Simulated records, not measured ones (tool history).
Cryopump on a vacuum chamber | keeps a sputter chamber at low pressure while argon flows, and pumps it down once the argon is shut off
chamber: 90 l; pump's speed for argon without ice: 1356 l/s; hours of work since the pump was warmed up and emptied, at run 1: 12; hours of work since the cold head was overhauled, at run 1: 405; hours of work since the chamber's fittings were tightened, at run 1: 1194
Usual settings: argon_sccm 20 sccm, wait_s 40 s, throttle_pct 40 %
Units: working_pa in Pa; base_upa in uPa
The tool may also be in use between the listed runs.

run   hour  argon_sccm  wait_s  throttle_pct  hours of work since the pump was warmed up and emptied  hours of work since the cold head was overhauled  hours of work since the chamber's fittings were tightened  working_pa  base_upa
  1      0          20      40            40                                                      12                                               405                                                       1194      0.0623      3.56
  2     27          20      40            40                                                      33                                               427                                                       1216      0.0635      3.66
  3   39.6          20      50            40                                                      43                                               437                                                       1226      0.0633      3.16
  4   55.2          20      50            40                                                      56                                               450                                                       1239      0.0636      3.11
  5   73.6          20      61            40                                                      71                                               465                                                       1253       0.064      2.96
  6   94.1          20      40            40                                                      87                                               481                                                       1270      0.0641      3.64
  7  107.2          20      40            30                                                      98                                               492                                                       1280      0.0855      3.73
  8    133          20      40            30                                                     118                                               512                                                       1301      0.0867      3.71
  9  151.2          19      40            40                                                     133                                               527                                                       1316       0.063      3.87
 10  169.4          19      40            40                                                     148                                               541                                                       1330      0.0626      3.84
 11  196.1          20      40            40                                                     169                                               563                                                       1352      0.0666      3.82
 12  209.5          20      40            40                                                     180                                               574                                                       1363       0.067      3.88
 13  228.6          30      21            40                                                     195                                               589                                                       1378      0.1013      5.88
 14    256          22     215            40                                                     217                                               611                                                       1400      0.0754      2.26
 15  276.9          15      59            16                                                     234                                               628                                                       1417      0.1218      3.51
 16  297.7          15      30            16                                                     251                                               644                                                       1433      0.1227      5.03
 17  312.1          13      44            16                                                     262                                               656                                                       1445      0.1055      3.95
 18  340.8          13     134            35                                                     285                                               679                                                       1468      0.0521      2.65
 19  353.1          22      64            26                                                     295                                               689                                                       1478      0.1146      3.48

Forecast run 20:
 20   373          22      48            17                                                     311                                               705                                                       1494           ?         ?

{"run 20": {"working_pa": 0.1721, "base_upa": 4.06}}
Without the tool's hidden state the same run would have given working_pa 0.1622 Pa, base_upa 2.12 uPa.
